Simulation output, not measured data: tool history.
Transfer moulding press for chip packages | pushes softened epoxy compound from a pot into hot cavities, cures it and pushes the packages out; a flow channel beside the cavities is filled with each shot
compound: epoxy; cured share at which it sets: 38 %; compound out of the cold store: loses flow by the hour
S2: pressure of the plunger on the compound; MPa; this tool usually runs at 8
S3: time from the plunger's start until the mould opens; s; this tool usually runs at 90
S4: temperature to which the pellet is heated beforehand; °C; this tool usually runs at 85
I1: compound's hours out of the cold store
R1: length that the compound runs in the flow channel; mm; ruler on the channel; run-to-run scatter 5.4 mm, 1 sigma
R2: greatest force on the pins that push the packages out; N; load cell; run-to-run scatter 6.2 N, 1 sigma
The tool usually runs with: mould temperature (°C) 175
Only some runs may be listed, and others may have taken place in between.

{"run": 1, "hour": 0.0, "mould temperature (°C)": 175, "S2": 8, "S3": 90, "S4": 85, "I1": 12, "R1": 566, "R2": 324}
{"run": 2, "hour": 18.7, "mould temperature (°C)": 175, "S2": 8, "S3": 90, "S4": 85, "I1": 39.3, "R1": 511, "R2": 334}
{"hour": 33.3, "done": "cavities cleaned with cleaning compound and waxed"}
{"run": 3, "hour": 46.5, "mould temperature (°C)": 175, "S2": 8, "S3": 90, "S4": 85, "I1": 32.3, "R1": 518, "R2": 299}
{"run": 4, "hour": 73.0, "mould temperature (°C)": 175, "S2": 8, "S3": 90, "S4": 85, "I1": 8.5, "R1": 538, "R2": 336}
{"hour": 96.3, "done": "cavities cleaned with cleaning compound and waxed"}
{"run": 5, "hour": 107.9, "mould temperature (°C)": 175, "S2": 8, "S3": 104, "S4": 85, "I1": 39.2, "R1": 512, "R2": 225}
{"run": 6, "hour": 145.7, "mould temperature (°C)": 175, "S2": 8, "S3": 90, "S4": 93, "I1": 9.6, "R1": 533, "R2": 345}
{"hour": 159.9, "done": "plunger's sealing rings changed"}
{"hour": 161.4, "done": "cavities cleaned with cleaning compound and waxed"}
{"run": 7, "hour": 175.9, "mould temperature (°C)": 175, "S2": 8, "S3": 90, "S4": 82, "I1": 30.8, "R1": 573, "R2": 279}
{"run": 8, "hour": 204.6, "mould temperature (°C)": 175, "S2": 8, "S3": 90, "S4": 76, "I1": 23.9, "R1": 587, "R2": 349}
{"hour": 224.7, "done": "cavities cleaned with cleaning compound and waxed"}
{"run": 9, "hour": 226.4, "mould temperature (°C)": 175, "S2": 7.65, "S3": 90, "S4": 85, "I1": 25.4, "R1": 561, "R2": 257}
{"run": 10, "hour": 260.9, "mould temperature (°C)": 168, "S2": 7.65, "S3": 90, "S4": 85, "I1": 12.4, "R1": 590, "R2": 590}
{"run": 11, "hour": 279.6, "mould temperature (°C)": 182, "S2": 8, "S3": 90, "S4": 85, "I1": 33.5, "R1": 549, "R2": 255}
{"hour": 287.9, "done": "cavities cleaned with cleaning compound and waxed"}
{"run": 12, "hour": 307.1, "mould temperature (°C)": 175, "S2": 8, "S3": 90, "S4": 85, "I1": 19.8, "R1": 572, "R2": 315}
{"hour": 311.7, "done": "mould's thermocouples calibrated"}
{"run": 13, "hour": 342.9, "mould temperature (°C)": 175, "S2": 8, "S3": 90, "S4": 85, "I1": 21.5, "R1": 556, "R2": 367}
{"hour": 351.5, "done": "cavities cleaned with cleaning compound and waxed"}
{"run": 14, "hour": 363.1, "mould temperature (°C)": 171, "S2": 8, "S3": 90, "S4": 85, "I1": 47.9, "R1": 542, "R2": 391}
{"hour": 380.3, "done": "mould's thermocouples calibrated, once more"}
{"run": 15, "hour": 400.2, "mould temperature (°C)": 171, "S2": 8, "S3": 90, "S4": 85, "I1": 19.9, "R1": 570, "R2": 442}
{"hour": 417.8, "done": "cavities cleaned with cleaning compound and waxed"}
{"run": 16, "hour": 429.1, "mould temperature (°C)": 171, "S2": 8, "S3": 122, "S4": 92, "I1": 13.5, "R1": 573, "R2": 217}
{"run": 17, "hour": 467.2, "mould temperature (°C)": 171, "S2": 8, "S3": 122, "S4": 92, "I1": 29.5, "R1": 534, "R2": 267}
{"hour": 481.0, "done": "cavities cleaned with cleaning compound and waxed"}
{"run": 18, "hour": 493.5, "mould temperature (°C)": 178, "S2": 6.83, "S3": 90, "S4": 94, "I1": 38, "R1": 482, "R2": 239}
{"run": 19, "hour": 514.0, "mould temperature (°C)": 175, "S2": 6.73, "S3": 90, "S4": 85, "I1": 42.3, "R1": 475, "R2": 312}
{"hour": 544.7, "done": "cavities cleaned with cleaning compound and waxed"}
{"run": 20, "hour": 552.3, "mould temperature (°C)": 167, "S2": 8, "S3": 100, "S4": 93, "I1": 9.4, "R1": 563, "R2": 413}
{"run": 21, "hour": 571.9, "mould temperature (°C)": 174, "S2": 6.72, "S3": 115, "S4": 85, "I1": 9, "R1": 491, "R2": 246}
{"run": 22, "hour": 592.9, "mould temperature (°C)": 180, "S2": 7.18, "S3": 90, "S4": 81, "I1": 31.4, "R1": 475, "R2": 277}
{"hour": 606.7, "done": "cavities cleaned with cleaning compound and waxed"}
{"hour": 631.5, "done": "plunger's sealing rings changed"}
{"run": 23, "hour": 631.9, "mould temperature (°C)": 179, "S2": 7.69, "S3": 125, "S4": 81, "I1": 19.6, "R1": 570, "R2": 202}
{"run": 24, "hour": 666.0, "mould temperature (°C)": 179, "S2": 7.69, "S3": 125, "S4": 81, "I1": 32.3, "R1": 544, "R2": 261}
{"hour": 672.7, "done": "cavities cleaned with cleaning compound and waxed"}
{"run": 25, "hour": 705.1, "mould temperature (°C)": 179, "S2": 7.69, "S3": 125, "S4": 81, "I1": 20.6, "R1": 551, "R2": 221}
{"hour": 734.6, "done": "cavities cleaned with cleaning compound and waxed"}
{"run": 26, "hour": 746.3, "mould temperature (°C)": 179, "S2": 9.5, "S3": 125, "S4": 87, "I1": 34.2, "R1": 590, "R2": 198}
{"run": 27, "hour": 769.4, "mould temperature (°C)": 175, "S2": 8, "S3": 112, "S4": 85, "I1": 13.2, "R1": 581, "R2": 245}

Below are 4 alternative next runs, each starting from the tool's condition after run 27. Predict each:
{"run": "A", "hour": 791.0, "mould temperature (°C)": 168, "S2": 8, "S3": 106, "S4": 93, "I1": 10.5, "R1": "?", "R2": "?"}
{"run": "B", "hour": 791.0, "mould temperature (°C)": 175, "S2": 8, "S3": 112, "S4": 76, "I1": 20.8, "R1": "?", "R2": "?"}
{"run": "C", "hour": 791.0, "mould temperature (°C)": 175, "S2": 6.06, "S3": 71, "S4": 85, "I1": 25.9, "R1": "?", "R2": "?"}
{"run": "D", "hour": 791.0, "mould temperature (°C)": 171, "S2": 8.47, "S3": 79, "S4": 85, "I1": 32.6, "R1": "?", "R2": "?"}

run=A R1=596 R2=435
run=B R1=571 R2=272
run=C R1=493 R2=644
run=D R1=579 R2=653
Without the tool's unlogged condition, the same runs would have read:
run=A R1=620 R2=290
run=B R1=594 R2=188
run=C R1=513 R2=432
run=D R1=603 R2=436
